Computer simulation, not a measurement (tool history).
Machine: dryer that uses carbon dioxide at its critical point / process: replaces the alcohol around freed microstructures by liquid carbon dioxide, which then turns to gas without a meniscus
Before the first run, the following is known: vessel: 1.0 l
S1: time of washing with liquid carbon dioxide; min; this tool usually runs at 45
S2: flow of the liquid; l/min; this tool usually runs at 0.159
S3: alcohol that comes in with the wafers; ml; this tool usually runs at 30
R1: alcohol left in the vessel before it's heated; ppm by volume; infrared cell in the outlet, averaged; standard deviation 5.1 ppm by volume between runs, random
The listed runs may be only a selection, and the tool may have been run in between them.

| run | hour | S1 | S2 | S3 | R1 |
|---|---|---|---|---|---|
| 1 | 0.0 | 45 | 0.159 | 30 | 97 |
| 2 | 22.7 | 43 | 0.159 | 30 | 126 |
| 3 | 40.5 | 45 | 0.159 | 30 | 107 |
| 4 | 63.4 | 45 | 0.159 | 30 | 112 |
| 5 | 79.1 | 45 | 0.159 | 30 | 112 |
| 6 | 90.0 | 45 | 0.159 | 30 | 112 |
| 7 | 102.1 | 45 | 0.159 | 30 | 123 |
| 8 | 118.3 | 45 | 0.159 | 30 | 119 |
| 9 | 141.1 | 45 | 0.159 | 30 | 104 |
| 10 | 160.0 | 45 | 0.159 | 30 | 120 |
| 11 | 181.4 | 45 | 0.159 | 30 | 121 |
| 12 | 197.5 | 45 | 0.159 | 30 | 118 |
| 13 | 217.0 | 71 | 0.159 | 30 | 58 |
| 14 | 237.8 | 52 | 0.159 | 30 | 88 |
| 15 | 253.7 | 32 | 0.161 | 30 | 455 |
| 16 | 266.0 | 32 | 0.161 | 30 | 454 |
| 17 | 281.0 | 32 | 0.161 | 30 | 462 |
| 18 | 297.9 | 32 | 0.182 | 27 | 263 |
| 19 | 307.9 | 32 | 0.182 | 27 | 265 |
| 20 | 328.5 | 58 | 0.159 | 118 | 117 |
| 21 | 340.8 | 58 | 0.159 | 118 | 119 |
| 22 | 354.4 | 52 | 0.113 | 30 | 317 |
| 23 | 370.4 | 65 | 0.115 | 30 | 123 |
| 24 | 385.5 | 45 | 0.170 | 62 | 182 |
| 25 | 404.9 | 45 | 0.170 | 62 | 182 |
| 26 | 426.1 | 45 | 0.159 | 110 | 400 |
| 27 | 445.4 | 69 | 0.145 | 84 | 94 |

Below are 5 alternative next runs, each starting from the tool's condition after run 27. Predict each:
| A | 468.1 | 46 | 0.159 | 30 | ? |
| B | 468.1 | 32 | 0.209 | 84 | ? |
| C | 468.1 | 39 | 0.145 | 74 | ? |
| D | 468.1 | 41 | 0.142 | 84 | ? |
| E | 468.1 | 27 | 0.112 | 78 | ? |

| run | R1 |
|---|---|
| A | 145 |
| B | 420 |
| C | 872 |
| D | 839 |
| E | 7227 |
Without the tool's hidden state the same runs would have given:
| run | R1 |
|---|---|
| A | 44 |
| B | 195 |
| C | 488 |
| D | 465 |
| E | 5472 |
